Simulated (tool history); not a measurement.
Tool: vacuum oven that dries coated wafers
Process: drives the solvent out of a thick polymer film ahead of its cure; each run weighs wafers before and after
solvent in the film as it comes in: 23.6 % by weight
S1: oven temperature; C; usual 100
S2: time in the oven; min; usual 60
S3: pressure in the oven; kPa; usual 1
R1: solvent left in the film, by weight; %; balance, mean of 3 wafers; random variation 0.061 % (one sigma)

Run 1, hour 0: usual settings. Result: R1 5.95 %.
Run 2, hour 18.3: usual settings. Result: R1 6.1 %.
Run 3, hour 37.7: usual settings. Result: R1 6 %.
Run 4, hour 51: usual settings. Result: R1 5.64 %.
Run 5, hour 72.5: usual settings. Result: R1 5.62 %.
Run 6, hour 92.8: usual settings. Result: R1 5.77 %.
Run 7, hour 111.1: usual settings but S2 68 min, S3 2.47 kPa. Result: R1 5.38 %.
Run 8, hour 129: usual settings but S1 101 C, S2 54 min, S3 1.98 kPa. Result: R1 6.41 %.
Run 9, hour 139.5: usual settings but S1 93 C, S2 32 min. Result: R1 11.96 %.
Run 10, hour 151.5: usual settings but S1 101 C, S2 105 min. Result: R1 2.2 %.
Run 11, hour 164.8: usual settings but S1 101 C, S2 105 min. Result: R1 2.17 %.

Not shown: 1 entry that the log had between the listed runs. Between which runs, and how does the tool's hidden state differ before and after?
Between runs 3 and 4: oven's thermocouples calibrated (hour 45)
  true wafer temperature over the reading, C: -1.57 -> -0.4; true pressure over the reading, kPa: 0.036 -> 0.039
  measured less the result without the state, R1: +0.5 -> +0.14 %
